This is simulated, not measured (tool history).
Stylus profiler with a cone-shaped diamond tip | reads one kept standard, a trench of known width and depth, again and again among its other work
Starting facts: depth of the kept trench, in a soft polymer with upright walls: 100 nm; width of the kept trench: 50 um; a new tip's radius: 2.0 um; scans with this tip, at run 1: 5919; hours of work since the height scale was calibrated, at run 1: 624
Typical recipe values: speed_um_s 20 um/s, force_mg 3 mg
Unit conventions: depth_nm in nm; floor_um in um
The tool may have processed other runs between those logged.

run   hour  speed_um_s  force_mg  scans with this tip  hours of work since the height scale was calibrated  depth_nm  floor_um
  1      0          20         3                 5919                                                  624    101.74     48.53
  2   12.8           8         3                 6015                                                  634    101.71     48.57
  3   41.1           8         3                 6228                                                  657    101.71      48.6
  4   61.1           8         3                 6379                                                  673    101.71     48.55
  5   80.8          20         3                 6527                                                  688    101.72     48.55
  6   98.2          20         3                 6658                                                  702    101.72     48.52
  7  127.2          20         3                 6877                                                  725     101.7      48.5
  8  143.4          20         3                 6999                                                  738    101.74     48.54
  9  161.5          20      1.87                 7135                                                  752     101.3     48.44
 10  177.1           8         3                 7253                                                  765    101.74     48.58
 11  189.8           8         3                 7348                                                  775    101.73     48.65
 12  204.8          26         3                 7461                                                  787    101.75     48.47
 13    219          26         3                 7568                                                  798    101.75     48.47
 14  233.4          26         3                 7677                                                  810    101.74      48.5
 15  249.8          26         3                 7800                                                  823    101.76     48.46
 16    264          66         3                 7907                                                  834    101.75     48.38
 17  287.4          20         3                 8083                                                  852    101.77      48.5
 18  314.3          20         3                 8286                                                  874    101.74     48.47
 19  344.2          20         3                 8511                                                  897    101.76     48.56
 20  371.8          20      2.91                 8719                                                  919    101.75     48.44
 21  401.7          20      2.91                 8944                                                  943    101.72      48.5
 22  414.3          20      5.72                 9039                                                  953    102.64     48.51
 23  435.8          20      5.72                 9201                                                  970    102.63     48.45
 24  459.7          20      5.72                 9381                                                  989    102.59     48.55
 25  487.5          20      5.72                 9590                                                 1011    102.64     48.52
 26  501.2          55      4.25                 9693                                                 1022    102.16     48.42
 27  526.2           6      1.56                 9882                                                 1042    101.21      48.5
 28  549.5          37         3                10057                                                 1061    101.75     48.44
 29  577.7          37      5.57                10269                                                 1083    102.59     48.44
 30  606.3          37      5.57                10485                                                 1106    102.58     48.44
 31  633.2          14         3                10688                                                 1127    101.78     48.48
 32  649.1          22      2.75                10807                                                 1140    101.68     48.43
 33  678.5          14      1.66                11029                                                 1163    101.25      48.5
 34  696.2          23      3.63                11162                                                 1177       102     48.46
     704.9  -- height scale calibrated on a step standard
 35    725          14         3                11375                                                   16    101.55     48.46
 36  754.4          14      5.43                11597                                                   39    102.32      48.5
 37  768.6          14      5.43                11704                                                   51    102.31     48.46
 38  783.4          14      5.43                11815                                                   62    102.35     48.47
 39  806.6          10      1.12                11990                                                   81    100.81     48.51
 40  827.4          28      3.06                12146                                                   97    101.62      48.4
 41  846.2          21         1                12288                                                  112    100.78     48.39
 42  876.6          21         1                12517                                                  136    100.74     48.37
 43  901.5          40      2.29                12705                                                  156    101.32     48.35
 44  930.9          40      2.29                12926                                                  179    101.33     48.33
 45  943.4           5      1.13                13020                                                  189    100.83     48.43
 46  957.9           7      6.87                13129                                                  201    102.76     48.48

What if the next run were any one of these 3? Each begins from the tool's condition after run 46:
  A  972.7          15      3.32                13241                                                  213         ?         ?
  B  972.7          13         3                13241                                                  213         ?         ?
  C  972.7           7      6.93                13241                                                  213         ?         ?

run  depth_nm  floor_um
  A    101.72     48.45
  B    101.59     48.44
  C    102.74     48.45
Without the tool's unlogged condition, the same runs would have read:
run  depth_nm  floor_um
  A    101.72     48.74
  B    101.58     48.72
  C    102.74     48.73

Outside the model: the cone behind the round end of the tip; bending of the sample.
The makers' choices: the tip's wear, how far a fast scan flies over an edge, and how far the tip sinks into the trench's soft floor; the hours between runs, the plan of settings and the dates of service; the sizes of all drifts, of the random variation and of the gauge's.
